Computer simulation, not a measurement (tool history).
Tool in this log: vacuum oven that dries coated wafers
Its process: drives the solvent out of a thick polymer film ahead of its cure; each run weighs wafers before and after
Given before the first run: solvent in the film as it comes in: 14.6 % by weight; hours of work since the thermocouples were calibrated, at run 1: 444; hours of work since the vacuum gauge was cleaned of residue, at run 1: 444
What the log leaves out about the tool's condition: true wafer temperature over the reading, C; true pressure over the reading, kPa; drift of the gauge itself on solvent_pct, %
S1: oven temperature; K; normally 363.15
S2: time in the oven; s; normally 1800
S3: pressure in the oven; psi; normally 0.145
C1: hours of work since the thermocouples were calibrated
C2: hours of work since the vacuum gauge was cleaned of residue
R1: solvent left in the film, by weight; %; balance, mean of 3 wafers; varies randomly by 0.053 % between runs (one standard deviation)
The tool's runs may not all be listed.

run	day	S1	S2	S3	C1	C2	R1
1	0	363.15	1800	0.145	444	444	2.08
2	0.638	363.15	1800	0.461	454	454	5.01
3	1.171	363.15	1800	0.461	462	462	5.21
4	1.7	363.15	1800	0.461	471	471	5.1
5	2.488	363.15	1800	0.461	483	483	5.08
6	3.125	363.15	2520	0.461	493	493	4.88
7	3.921	363.15	2520	0.461	506	506	4.96
8	4.833	363.15	2520	0.461	520	520	4.85
9	5.725	374.15	1800	0.145	534	534	1.27
10	6.683	374.15	1800	0.145	549	549	1.26
11	7.242	363.15	1800	0.145	558	558	2.17
12	7.712	363.15	1800	0.145	566	566	2.16
13	8.279	363.15	1800	0.145	575	575	2.2
14	9.108	363.15	1800	0.145	588	588	2.16
15	10.054	363.15	1800	0.145	603	603	2.2
16	10.925	363.15	1800	0.145	616	616	2.05
17	11.85	348.15	1800	0.145	631	631	5.05
18	12.333	363.15	1800	0.145	639	639	2.15
19	12.854	363.15	1800	0.17	647	647	2.54
20	13.775	363.15	1800	0.17	661	661	2.46
21	14.462	367.15	1800	0.145	672	672	1.79
22	14.854	367.15	1800	0.145	678	678	1.72
23	15.521	367.15	1800	0.145	689	689	1.73
24	15.95	367.15	1800	0.145	696	696	1.78
25	16.367	369.15	1320	0.231	702	702	2.52
26	16.912	369.15	1320	0.231	711	711	2.54
27	17.412	363.15	2340	0.173	719	719	2.38
28	17.833	363.15	2340	0.173	725	725	2.23
29	18.425	366.15	1140	0.091	735	735	2.1
30	19.229	366.15	2340	0.145	747	747	1.71
31	19.933	366.15	2340	0.145	759	759	1.74
32	20.421	362.15	2340	0.55	766	766	6.12
33	20.988	364.15	2100	0.55	775	775	5.7
34	21.779	364.15	2100	0.55	788	788	5.61
35	22.567	363.15	2100	0.145	800	800	2.12
36	23.142	349.15	2100	0.249	809	809	6.08
37	24.092	370.15	1980	0.086	824	824	1.08
38	24.883	370.15	1980	0.086	837	837	1.1
39	25.512	370.15	1980	0.086	847	847	1.04
40	26.354	370.15	1980	0.086	860	860	1.06
41	27.096	370.15	1980	0.086	872	872	1.05
42	27.779	370.15	1980	0.086	882	882	1.22
43	28.242	370.15	1980	0.086	890	890	1.07
44	28.783	359.15	1800	0.11	898	898	2.4
45	29.304	359.15	1800	0.11	906	906	2.37
46	30.162	359.15	1800	0.11	920	920	2.58
47	30.667	358.15	1680	0.155	928	928	3.23

How would selected steps in R1 from run to run divide? Give the signed amount a tool lacking its hidden state would still show from settings, what came in and random variation, and the signed amount left for the hidden state, including any gauge scatter that is not in both of the compared results.
Run 16 -> 17: S1 363.15 -> 348.15. R1 +3 %: hidden state +0.17, all else +2.83.
Run 31 -> 32: S1 366.15 -> 362.15, S3 0.145 -> 0.55. R1 +4.38 %: hidden state -0.02, all else +4.4.
Run 35 -> 36: S1 363.15 -> 349.15, S3 0.145 -> 0.249. R1 +3.96 %: hidden state +0.17, all else +3.79.
Run 36 -> 37: S1 349.15 -> 370.15, S2 2100 -> 1980, S3 0.249 -> 0.086. R1 -5 %: hidden state -0.23, all else -4.77.

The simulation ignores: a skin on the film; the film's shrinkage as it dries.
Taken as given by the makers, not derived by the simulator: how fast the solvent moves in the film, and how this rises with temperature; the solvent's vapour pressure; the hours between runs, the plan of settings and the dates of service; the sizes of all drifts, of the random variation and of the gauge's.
